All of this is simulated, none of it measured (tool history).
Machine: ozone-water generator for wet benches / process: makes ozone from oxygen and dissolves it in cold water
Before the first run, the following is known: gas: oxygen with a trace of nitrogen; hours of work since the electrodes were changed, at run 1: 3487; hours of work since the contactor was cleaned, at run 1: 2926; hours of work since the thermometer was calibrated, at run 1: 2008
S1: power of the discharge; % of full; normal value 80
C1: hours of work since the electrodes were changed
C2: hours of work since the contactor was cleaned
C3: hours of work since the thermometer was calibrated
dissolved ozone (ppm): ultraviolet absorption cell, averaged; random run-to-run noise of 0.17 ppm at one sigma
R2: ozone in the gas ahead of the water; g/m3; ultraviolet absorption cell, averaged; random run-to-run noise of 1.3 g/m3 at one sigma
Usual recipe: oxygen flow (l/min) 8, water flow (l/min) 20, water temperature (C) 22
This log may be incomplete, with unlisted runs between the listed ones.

{"run": 1, "day": 0.0, "S1": 80, "oxygen flow (l/min)": 8, "water flow (l/min)": 20, "water temperature (C)": 22, "C1": 3487, "C2": 2926, "C3": 2008, "dissolved ozone (ppm)": 22.5, "R2": 236.7}
{"run": 2, "day": 3.933, "S1": 80, "oxygen flow (l/min)": 8, "water flow (l/min)": 20, "water temperature (C)": 22, "C1": 3568, "C2": 3007, "C3": 2089, "dissolved ozone (ppm)": 23.1, "R2": 236.4}
{"run": 3, "day": 7.954, "S1": 51, "oxygen flow (l/min)": 8, "water flow (l/min)": 20, "water temperature (C)": 22, "C1": 3651, "C2": 3090, "C3": 2172, "dissolved ozone (ppm)": 16.1, "R2": 167.5}
{"run": 4, "day": 12.525, "S1": 80, "oxygen flow (l/min)": 8, "water flow (l/min)": 19, "water temperature (C)": 22, "C1": 3745, "C2": 3184, "C3": 2266, "dissolved ozone (ppm)": 23.5, "R2": 236.5}
{"run": 5, "day": 14.775, "S1": 80, "oxygen flow (l/min)": 8, "water flow (l/min)": 19, "water temperature (C)": 22, "C1": 3791, "C2": 3230, "C3": 2312, "dissolved ozone (ppm)": 23.6, "R2": 237.5}
{"run": 6, "day": 19.404, "S1": 80, "oxygen flow (l/min)": 8, "water flow (l/min)": 19, "water temperature (C)": 22, "C1": 3886, "C2": 3325, "C3": 2408, "dissolved ozone (ppm)": 23.7, "R2": 237.6}
{"run": 7, "day": 23.354, "S1": 80, "oxygen flow (l/min)": 8, "water flow (l/min)": 19, "water temperature (C)": 22, "C1": 3968, "C2": 3407, "C3": 2489, "dissolved ozone (ppm)": 23.4, "R2": 237.2}
{"run": 8, "day": 26.396, "S1": 80, "oxygen flow (l/min)": 8, "water flow (l/min)": 19, "water temperature (C)": 22, "C1": 4030, "C2": 3469, "C3": 2551, "dissolved ozone (ppm)": 23.5, "R2": 237.3}
{"run": 9, "day": 29.371, "S1": 80, "oxygen flow (l/min)": 8, "water flow (l/min)": 29, "water temperature (C)": 22, "C1": 4092, "C2": 3530, "C3": 2613, "dissolved ozone (ppm)": 17, "R2": 235}
{"run": 10, "day": 31.488, "S1": 80, "oxygen flow (l/min)": 8, "water flow (l/min)": 17, "water temperature (C)": 22, "C1": 4135, "C2": 3574, "C3": 2656, "dissolved ozone (ppm)": 25.1, "R2": 236.2}
{"run": 11, "day": 34.929, "S1": 84, "oxygen flow (l/min)": 10.38, "water flow (l/min)": 16, "water temperature (C)": 15, "C1": 4206, "C2": 3645, "C3": 2727, "dissolved ozone (ppm)": 30.5, "R2": 218}
{"run": 12, "day": 36.925, "S1": 80, "oxygen flow (l/min)": 8, "water flow (l/min)": 20, "water temperature (C)": 21, "C1": 4247, "C2": 3686, "C3": 2768, "dissolved ozone (ppm)": 23, "R2": 234.5}
{"run": 13, "day": 38.858, "S1": 80, "oxygen flow (l/min)": 4.73, "water flow (l/min)": 12, "water temperature (C)": 22, "C1": 4287, "C2": 3726, "C3": 2808, "dissolved ozone (ppm)": 32.7, "R2": 296.5}
{"day": 40.679, "done": "water thermometer calibrated"}
{"run": 14, "day": 41.4, "S1": 80, "oxygen flow (l/min)": 4.73, "water flow (l/min)": 12, "water temperature (C)": 22, "C1": 4339, "C2": 3778, "C3": 15, "dissolved ozone (ppm)": 32.9, "R2": 296.2}
{"run": 15, "day": 43.604, "S1": 80, "oxygen flow (l/min)": 4.73, "water flow (l/min)": 12, "water temperature (C)": 20, "C1": 4384, "C2": 3823, "C3": 60, "dissolved ozone (ppm)": 33.7, "R2": 296.8}

What differs in the tool's unlogged condition from the final listed run ahead of each entry between runs to the first listed run following it?
After run 13, before run 14: water thermometer calibrated (day 40.679)
  drift of the gauge itself on gas_g_m3, %: -0.96 -> -1.02
  measured less the result without the state, R2: -3.4 -> -3.5 g/m3

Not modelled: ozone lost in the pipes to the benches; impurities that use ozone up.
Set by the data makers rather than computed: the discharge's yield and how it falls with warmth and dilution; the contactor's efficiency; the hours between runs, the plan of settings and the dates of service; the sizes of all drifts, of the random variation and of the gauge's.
